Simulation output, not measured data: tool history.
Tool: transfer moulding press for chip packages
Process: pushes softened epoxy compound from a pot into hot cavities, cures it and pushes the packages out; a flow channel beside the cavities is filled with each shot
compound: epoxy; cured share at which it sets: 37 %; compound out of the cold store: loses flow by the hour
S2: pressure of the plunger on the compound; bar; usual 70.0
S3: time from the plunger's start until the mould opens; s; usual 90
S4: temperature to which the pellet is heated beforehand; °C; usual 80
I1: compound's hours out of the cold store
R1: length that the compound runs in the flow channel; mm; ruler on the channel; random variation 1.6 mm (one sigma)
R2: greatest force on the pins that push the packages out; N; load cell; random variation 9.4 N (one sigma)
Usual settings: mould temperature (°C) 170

Run 1, day 0.000: usual settings; I1 36.5. Result: R1 531 mm, R2 713 N.
Run 2, day 1.175: usual settings; I1 21.3. Result: R1 563 mm, R2 960 N.
Run 3, day 2.279: usual settings; I1 25.0. Result: R1 554 mm, R2 965 N.
Run 4, day 3.067: usual settings but S3 80 s; I1 26.9. Result: R1 546 mm, R2 817 N.
Run 5, day 3.733: usual settings but S3 80 s; I1 34.2. Result: R1 527 mm, R2 1043 N.
Run 6, day 5.154: usual settings but S3 80 s; I1 40.5. Result: R1 546 mm, R2 852 N.
Run 7, day 5.867: usual settings but S3 80 s; I1 20.1. Result: R1 591 mm, R2 1149 N.
Run 8, day 6.717: usual settings; I1 44.4. Result: R1 535 mm, R2 564 N.
Run 9, day 7.867: usual settings; I1 42.3. Result: R1 534 mm, R2 796 N.
Run 10, day 9.275: usual settings but S4 79 °C; I1 12.3. Result: R1 602 mm, R2 812 N.
Run 11, day 10.446: usual settings but S4 79 °C; I1 47.8. Result: R1 521 mm, R2 568 N.
Run 12, day 11.596: usual settings; I1 30.7. Result: R1 555 mm, R2 828 N.
Run 13, day 12.371: usual settings; I1 15.0. Result: R1 588 mm, R2 666 N.
Run 14, day 13.100: usual settings but S4 85 °C; I1 17.5. Result: R1 583 mm, R2 808 N.
Run 15, day 14.312: usual settings but mould temperature (°C) 166, S2 59.2 bar, S3 89 s, S4 73 °C; I1 23.3. Result: R1 534 mm, R2 961 N.
Run 16, day 14.954: usual settings but mould temperature (°C) 166, S2 59.2 bar, S3 89 s, S4 73 °C; I1 22.7. Result: R1 532 mm, R2 1192 N.
Run 17, day 16.179: usual settings but mould temperature (°C) 166, S2 59.2 bar, S3 89 s, S4 73 °C; I1 16.3. Result: R1 545 mm, R2 1026 N.
Run 18, day 16.958: usual settings but mould temperature (°C) 166, S2 59.2 bar, S3 89 s, S4 73 °C; I1 34.1. Result: R1 504 mm, R2 1170 N.
Run 19, day 17.858: usual settings but mould temperature (°C) 171, S2 63.8 bar, S3 71 s, S4 84 °C; I1 47.4. Result: R1 478 mm, R2 960 N.
Run 20, day 18.675: usual settings but S4 75 °C; I1 17.8. Result: R1 569 mm, R2 876 N.
Run 21, day 19.679: usual settings but mould temperature (°C) 169, S2 74.6 bar, S3 107 s; I1 27.2. Result: R1 563 mm, R2 459 N.
Run 22, day 20.658: usual settings but mould temperature (°C) 169, S2 74.6 bar, S3 107 s; I1 22.6. Result: R1 614 mm, R2 650 N.
Run 23, day 21.729: usual settings but mould temperature (°C) 163, S4 83 °C; I1 24.8. Result: R1 607 mm, R2 1104 N.
Run 24, day 22.621: usual settings but mould temperature (°C) 165, S2 63.0 bar, S3 73 s, S4 70 °C; I1 29.0. Result: R1 557 mm, R2 2084 N.
Run 25, day 23.617: usual settings but mould temperature (°C) 174, S2 67.0 bar, S3 104 s, S4 83 °C; I1 17.2. Result: R1 573 mm, R2 422 N.
Run 26, day 24.662: usual settings but S3 130 s, S4 78 °C; I1 23.2. Result: R1 578 mm, R2 533 N.
Run 27, day 25.338: usual settings but S3 130 s, S4 78 °C; I1 33.6. Result: R1 556 mm, R2 409 N.
Run 28, day 26.083: usual settings but mould temperature (°C) 162, S2 68.0 bar, S4 86 °C; I1 39.5. Result: R1 556 mm, R2 1457 N.

Not shown: 17 entries that the log had between the listed runs. Between which runs, and how does the tool's hidden state differ before and after?
Between runs 1 and 2: cavities cleaned with cleaning compound and waxed (day 0.725)
  true mould temperature over the reading, C: -0.48 -> -0.52; pressure that reaches the compound, % of what is set: 90.96 -> 90.1; grip of the stained cavities, % over clean ones': 80.8 -> 126.9
  measured less the result without the state, R1: -24 -> -29 mm; R2: +331 -> +550 N
Between runs 3 and 4: cavities cleaned with cleaning compound and waxed (day 2.562)
  true mould temperature over the reading, C: -0.55 -> -0.57; pressure that reaches the compound, % of what is set: 89.28 -> 88.68; grip of the stained cavities, % over clean ones': 133 -> 47.8
  measured less the result without the state, R1: -30 -> -32 mm; R2: +568 -> +291 N
Between runs 5 and 6: cavities cleaned with cleaning compound and waxed (day 4.367); plunger's sealing rings changed (day 4.800)
  true mould temperature over the reading, C: -0.59 -> -0.64; pressure that reaches the compound, % of what is set: 88.13 -> 99.06; grip of the stained cavities, % over clean ones': 86.7 -> 61.7
  measured less the result without the state, R1: -33 -> -1 mm; R2: +508 -> +352 N
Between runs 7 and 8: cavities cleaned with cleaning compound and waxed (day 6.296)
  true mould temperature over the reading, C: -0.66 -> -0.69; pressure that reaches the compound, % of what is set: 98.44 -> 97.79; grip of the stained cavities, % over clean ones': 96 -> 40.7
  measured less the result without the state, R1: -3 -> -4 mm; R2: +595 -> +182 N
Between runs 9 and 10: cavities cleaned with cleaning compound and waxed (day 8.108); cavities cleaned with cleaning compound and waxed, once more (day 8.271)
  true mould temperature over the reading, C: -0.73 -> -0.77; pressure that reaches the compound, % of what is set: 96.88 -> 95.86; grip of the stained cavities, % over clean ones': 103.7 -> 80
  measured less the result without the state, R1: -7 -> -10 mm; R2: +424 -> +386 N
Between runs 10 and 11: cavities cleaned with cleaning compound and waxed (day 10.062)
  true mould temperature over the reading, C: -0.77 -> -0.81; pressure that reaches the compound, % of what is set: 95.86 -> 94.97; grip of the stained cavities, % over clean ones': 80 -> 42.5
  measured less the result without the state, R1: -10 -> -12 mm; R2: +386 -> +189 N
Between runs 12 and 13: cavities cleaned with cleaning compound and waxed (day 11.929)
  true mould temperature over the reading, C: -0.85 -> -0.87; pressure that reaches the compound, % of what is set: 94.06 -> 93.48; grip of the stained cavities, % over clean ones': 100.5 -> 44.2
  measured less the result without the state, R1: -15 -> -17 mm; R2: +442 -> +233 N
Between runs 14 and 15: cavities cleaned with cleaning compound and waxed (day 13.783)
  true mould temperature over the reading, C: -0.89 -> -0.93; pressure that reaches the compound, % of what is set: 92.86 -> 91.93; grip of the stained cavities, % over clean ones': 88.3 -> 48.2
  measured less the result without the state, R1: -19 -> -20 mm; R2: +407 -> +358 N
Between runs 16 and 17: cavities cleaned with cleaning compound and waxed (day 15.612)
  true mould temperature over the reading, C: -0.95 -> -0.99; pressure that reaches the compound, % of what is set: 91.41 -> 90.46; grip of the stained cavities, % over clean ones': 87.5 -> 54.5
  measured less the result without the state, R1: -21 -> -25 mm; R2: +602 -> +416 N
Between runs 18 and 19: cavities cleaned with cleaning compound and waxed (day 17.475)
  true mould temperature over the reading, C: -1.01 -> -1.04; pressure that reaches the compound, % of what is set: 89.84 -> 89.17; grip of the stained cavities, % over clean ones': 95 -> 39.9
  measured less the result without the state, R1: -25 -> -25 mm; R2: +618 -> +323 N
Between runs 20 and 21: cavities cleaned with cleaning compound and waxed (day 19.288)
  true mould temperature over the reading, C: -1.06 -> -1.1; pressure that reaches the compound, % of what is set: 88.5 -> 87.7; grip of the stained cavities, % over clean ones': 88.1 -> 41.3
  measured less the result without the state, R1: -33 -> -34 mm; R2: +445 -> +150 N
Between runs 21 and 22: plunger's sealing rings changed (day 20.112)
  true mould temperature over the reading, C: -1.1 -> -1.13; pressure that reaches the compound, % of what is set: 87.7 -> 99.55; grip of the stained cavities, % over clean ones': 41.3 -> 91.9
  measured less the result without the state, R1: -34 -> +3 mm; R2: +150 -> +328 N
Between runs 22 and 23: cavities cleaned with cleaning compound and waxed (day 21.279)
  true mould temperature over the reading, C: -1.13 -> -1.16; pressure that reaches the compound, % of what is set: 99.55 -> 98.77; grip of the stained cavities, % over clean ones': 91.9 -> 44.6
  measured less the result without the state, R1: +3 -> +1 mm; R2: +328 -> +403 N
Between runs 24 and 25: cavities cleaned with cleaning compound and waxed (day 23.083)
  true mould temperature over the reading, C: -1.19 -> -1.22; pressure that reaches the compound, % of what is set: 98.03 -> 97.31; grip of the stained cavities, % over clean ones': 93.7 -> 50.4
  measured less the result without the state, R1: -2 -> -4 mm; R2: +1068 -> +147 N
Between runs 26 and 27: cavities cleaned with cleaning compound and waxed (day 24.867)
  true mould temperature over the reading, C: -1.25 -> -1.27; pressure that reaches the compound, % of what is set: 96.44 -> 95.91; grip of the stained cavities, % over clean ones': 102.8 -> 45.8
  measured less the result without the state, R1: -7 -> -8 mm; R2: +281 -> +132 N
